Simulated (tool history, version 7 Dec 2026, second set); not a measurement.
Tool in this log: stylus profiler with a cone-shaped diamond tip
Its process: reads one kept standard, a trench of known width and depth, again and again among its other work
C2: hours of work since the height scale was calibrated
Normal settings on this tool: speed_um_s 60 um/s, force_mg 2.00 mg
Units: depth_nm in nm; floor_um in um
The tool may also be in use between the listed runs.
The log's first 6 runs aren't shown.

{"run": 7, "hour": 598.7, "speed_um_s": 60, "force_mg": 2.0, "scans with this tip": 3478, "C2": 264, "depth_nm": 1010.58, "floor_um": 15.85}
{"run": 8, "hour": 694.7, "speed_um_s": 23, "force_mg": 2.0, "scans with this tip": 4374, "C2": 332, "depth_nm": 1010.9, "floor_um": 15.87}
{"run": 9, "hour": 806.0, "speed_um_s": 23, "force_mg": 2.0, "scans with this tip": 5413, "C2": 411, "depth_nm": 1010.51, "floor_um": 15.91}
{"run": 10, "hour": 911.4, "speed_um_s": 24, "force_mg": 2.0, "scans with this tip": 6397, "C2": 485, "depth_nm": 1010.52, "floor_um": 15.98}
{"run": 11, "hour": 1017.5, "speed_um_s": 60, "force_mg": 2.0, "scans with this tip": 7387, "C2": 560, "depth_nm": 1010.34, "floor_um": 15.87}
{"run": 12, "hour": 1073.4, "speed_um_s": 60, "force_mg": 2.0, "scans with this tip": 7909, "C2": 600, "depth_nm": 1010.56, "floor_um": 15.82}
{"run": 13, "hour": 1202.0, "speed_um_s": 60, "force_mg": 2.0, "scans with this tip": 9109, "C2": 691, "depth_nm": 1010.37, "floor_um": 15.85}
{"run": 14, "hour": 1265.7, "speed_um_s": 60, "force_mg": 0.92, "scans with this tip": 9703, "C2": 736, "depth_nm": 1006.1, "floor_um": 15.75}
{"run": 15, "hour": 1372.9, "speed_um_s": 60, "force_mg": 0.92, "scans with this tip": 10704, "C2": 812, "depth_nm": 1006.55, "floor_um": 15.79}
{"run": 16, "hour": 1498.5, "speed_um_s": 60, "force_mg": 2.0, "scans with this tip": 11876, "C2": 901, "depth_nm": 1010.31, "floor_um": 15.8}
{"run": 17, "hour": 1625.4, "speed_um_s": 186, "force_mg": 2.0, "scans with this tip": 13060, "C2": 991, "depth_nm": 1010.35, "floor_um": 15.47}
{"run": 18, "hour": 1747.0, "speed_um_s": 186, "force_mg": 2.0, "scans with this tip": 14196, "C2": 1077, "depth_nm": 1010.42, "floor_um": 15.46}
{"run": 19, "hour": 1866.2, "speed_um_s": 186, "force_mg": 2.0, "scans with this tip": 15308, "C2": 1161, "depth_nm": 1010.74, "floor_um": 15.47}
{"run": 20, "hour": 1939.8, "speed_um_s": 60, "force_mg": 1.34, "scans with this tip": 15995, "C2": 1213, "depth_nm": 1007.8, "floor_um": 15.79}
{"run": 21, "hour": 2021.3, "speed_um_s": 62, "force_mg": 3.4, "scans with this tip": 16756, "C2": 1271, "depth_nm": 1014.91, "floor_um": 15.86}
{"run": 22, "hour": 2157.8, "speed_um_s": 168, "force_mg": 3.67, "scans with this tip": 18029, "C2": 1368, "depth_nm": 1015.61, "floor_um": 15.66}
{"run": 23, "hour": 2251.1, "speed_um_s": 15, "force_mg": 3.05, "scans with this tip": 18901, "C2": 1434, "depth_nm": 1013.71, "floor_um": 15.97}
{"run": 24, "hour": 2326.5, "speed_um_s": 42, "force_mg": 3.05, "scans with this tip": 19604, "C2": 1487, "depth_nm": 1013.77, "floor_um": 15.92}
{"run": 25, "hour": 2433.5, "speed_um_s": 42, "force_mg": 1.61, "scans with this tip": 20602, "C2": 1563, "depth_nm": 1009.01, "floor_um": 15.9}
{"run": 26, "hour": 2496.8, "speed_um_s": 42, "force_mg": 1.61, "scans with this tip": 21193, "C2": 1608, "depth_nm": 1009.02, "floor_um": 15.9}
{"run": 27, "hour": 2626.3, "speed_um_s": 42, "force_mg": 5.91, "scans with this tip": 22402, "C2": 1700, "depth_nm": 1021.55, "floor_um": 15.92}
{"run": 28, "hour": 2707.0, "speed_um_s": 42, "force_mg": 5.91, "scans with this tip": 23155, "C2": 1757, "depth_nm": 1021.57, "floor_um": 15.89}
{"run": 29, "hour": 2772.8, "speed_um_s": 33, "force_mg": 5.85, "scans with this tip": 23770, "C2": 1803, "depth_nm": 1021.4, "floor_um": 15.91}

Predict the results of run 30:
{"run": 30, "hour": 2878.3, "speed_um_s": 52, "force_mg": 5.87, "scans with this tip": 24754, "C2": 1878, "depth_nm": "?", "floor_um": "?"}

Logged for run 30: depth_nm 1021.22 nm, floor_um 15.87 um.
If the tool had no hidden condition, the same run with the same run-to-run variation would have returned depth_nm 1021.28 nm, floor_um 15.89 um.

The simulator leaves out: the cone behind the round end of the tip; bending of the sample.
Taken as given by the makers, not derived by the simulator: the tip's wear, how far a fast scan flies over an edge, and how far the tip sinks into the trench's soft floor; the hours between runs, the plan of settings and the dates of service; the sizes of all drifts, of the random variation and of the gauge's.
